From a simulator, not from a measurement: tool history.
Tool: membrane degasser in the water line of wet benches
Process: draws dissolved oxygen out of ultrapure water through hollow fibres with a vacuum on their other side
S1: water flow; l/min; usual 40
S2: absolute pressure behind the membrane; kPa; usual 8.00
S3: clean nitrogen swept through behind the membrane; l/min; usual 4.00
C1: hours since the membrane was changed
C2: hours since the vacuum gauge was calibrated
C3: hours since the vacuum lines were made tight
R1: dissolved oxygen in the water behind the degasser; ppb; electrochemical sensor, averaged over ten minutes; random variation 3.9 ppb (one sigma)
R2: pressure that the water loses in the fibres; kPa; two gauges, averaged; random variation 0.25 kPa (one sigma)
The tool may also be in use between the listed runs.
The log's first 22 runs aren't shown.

| run | hour | S1 | S2 | S3 | C1 | C2 | C3 | R1 | R2 |
|---|---|---|---|---|---|---|---|---|---|
| 23 | 1575.2 | 61 | 12.68 | 2.02 | 2993 | 1612 | 3716 | 1245.4 | 103.66 |
| 24 | 1670.7 | 61 | 12.68 | 2.02 | 3088 | 1708 | 3811 | 1215.7 | 104.00 |
| 25 | 1761.8 | 43 | 8.00 | 4.00 | 3180 | 1799 | 3903 | 461.7 | 73.05 |
| 26 | 1820.6 | 40 | 9.15 | 4.00 | 3238 | 1858 | 3961 | 418.8 | 68.23 |
| 27 | 1873.7 | 28 | 5.36 | 1.98 | 3292 | 1911 | 4015 | 166.5 | 47.79 |
| 28 | 1972.8 | 27 | 6.67 | 5.92 | 3391 | 2010 | 4114 | 124.5 | 45.97 |
| 29 | 2053.1 | 64 | 9.19 | 4.66 | 3471 | 2090 | 4194 | 969.5 | 107.98 |
| 30 | 2102.9 | 64 | 9.19 | 4.66 | 3521 | 2140 | 4244 | 980.2 | 109.28 |
| 31 | 2162.3 | 40 | 8.00 | 10.07 | 3580 | 2200 | 4303 | 335.8 | 68.29 |
| 32 | 2269.0 | 43 | 12.17 | 4.00 | 3687 | 2306 | 4410 | 556.6 | 72.90 |

Forecast each of these 3 alternatives for the next run:
| A | 2353.4 | 29 | 12.17 | 2.71 | 3771 | 2391 | 4494 | ? | ? |
| B | 2353.4 | 38 | 19.17 | 2.66 | 3771 | 2391 | 4494 | ? | ? |
| C | 2353.4 | 40 | 8.00 | 7.35 | 3771 | 2391 | 4494 | ? | ? |

| run | R1 | R2 |
|---|---|---|
| A | 329.0 | 49.16 |
| B | 717.6 | 64.64 |
| C | 347.3 | 68.05 |
Without the tool's hidden state the same runs would have given:
| run | R1 | R2 |
|---|---|---|
| A | 328.8 | 49.15 |
| B | 717.4 | 64.63 |
| C | 347.0 | 68.03 |
